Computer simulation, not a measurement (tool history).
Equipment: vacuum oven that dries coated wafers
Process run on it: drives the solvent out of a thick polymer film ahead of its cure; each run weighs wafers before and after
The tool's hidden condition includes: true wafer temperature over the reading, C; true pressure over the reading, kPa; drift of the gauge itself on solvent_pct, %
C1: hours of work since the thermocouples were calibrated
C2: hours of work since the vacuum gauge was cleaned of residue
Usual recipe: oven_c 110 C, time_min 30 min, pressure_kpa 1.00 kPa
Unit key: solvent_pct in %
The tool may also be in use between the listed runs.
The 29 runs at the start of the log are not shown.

Run 30, hour 356.5: usual settings but oven_c 116 C, pressure_kpa 1.93 kPa; C1 687; C2 641. Result: solvent_pct 1.10 %.
Run 31, hour 364.1: usual settings but oven_c 116 C, pressure_kpa 1.93 kPa; C1 692; C2 646. Result: solvent_pct 1.09 %.
Run 32, hour 374.3: usual settings but oven_c 116 C, time_min 50 min, pressure_kpa 1.93 kPa; C1 698; C2 652. Result: solvent_pct 0.82 %.
Run 33, hour 390.8: usual settings but oven_c 99 C, time_min 46 min, pressure_kpa 0.56 kPa; C1 708; C2 663. Result: solvent_pct 1.87 %.
Run 34, hour 402.6: usual settings but oven_c 102 C; C1 716; C2 670. Result: solvent_pct 3.06 %.
Run 35, hour 418.8: usual settings but oven_c 97 C, time_min 28 min, pressure_kpa 1.77 kPa; C1 726; C2 680. Result: solvent_pct 5.12 %.
Run 36, hour 433.2: usual settings but oven_c 114 C; C1 735; C2 689. Result: solvent_pct 0.96 %.
Run 37, hour 449.3: usual settings but time_min 21 min, pressure_kpa 0.58 kPa; C1 745; C2 699. Result: solvent_pct 2.50 %.
Run 38, hour 465.8: usual settings but oven_c 116 C, time_min 47 min, pressure_kpa 1.85 kPa; C1 755; C2 709. Result: solvent_pct 0.74 %.
Run 39, hour 482.7: usual settings but oven_c 98 C, time_min 52 min, pressure_kpa 3.90 kPa; C1 766; C2 720. Result: solvent_pct 3.85 %.
Run 40, hour 498.2: usual settings but oven_c 98 C, time_min 52 min, pressure_kpa 0.63 kPa; C1 775; C2 730. Result: solvent_pct 1.71 %.
Run 41, hour 514.7: usual settings but oven_c 98 C, time_min 52 min, pressure_kpa 0.63 kPa; C1 786; C2 740. Result: solvent_pct 1.71 %.
Run 42, hour 532.2: usual settings but oven_c 112 C, pressure_kpa 2.48 kPa; C1 797; C2 751. Result: solvent_pct 1.80 %.
Run 43, hour 541.6: usual settings but oven_c 112 C, pressure_kpa 2.48 kPa; C1 802; C2 757. Result: solvent_pct 1.81 %.
Run 44, hour 554.4: usual settings but time_min 27 min, pressure_kpa 1.74 kPa; C1 810; C2 765. Result: solvent_pct 2.08 %.
Run 45, hour 568.5: usual settings but time_min 27 min, pressure_kpa 1.74 kPa; C1 819; C2 773. Result: solvent_pct 2.08 %.
Run 46, hour 579.1: usual settings but time_min 27 min, pressure_kpa 1.74 kPa; C1 826; C2 780. Result: solvent_pct 2.06 %.

Each row is a separate what-if for the run after 46, all from the same tool condition, not one after another. Results?
Run A, hour 592.5: usual settings but pressure_kpa 0.61 kPa; C1 834; C2 788. Result: solvent_pct ?.
Run B, hour 592.5: usual settings but oven_c 118 C, time_min 27 min, pressure_kpa 1.74 kPa; C1 834; C2 788. Result: solvent_pct ?.
Run C, hour 592.5: usual settings but time_min 43 min, pressure_kpa 2.22 kPa; C1 834; C2 788. Result: solvent_pct ?.

run  solvent_pct
  A         1.32
  B         1.02
  C         1.36
With the hidden condition removed and each run's random variation left untouched, the same runs would have given:
run  solvent_pct
  A         1.32
  B         1.02
  C         1.36
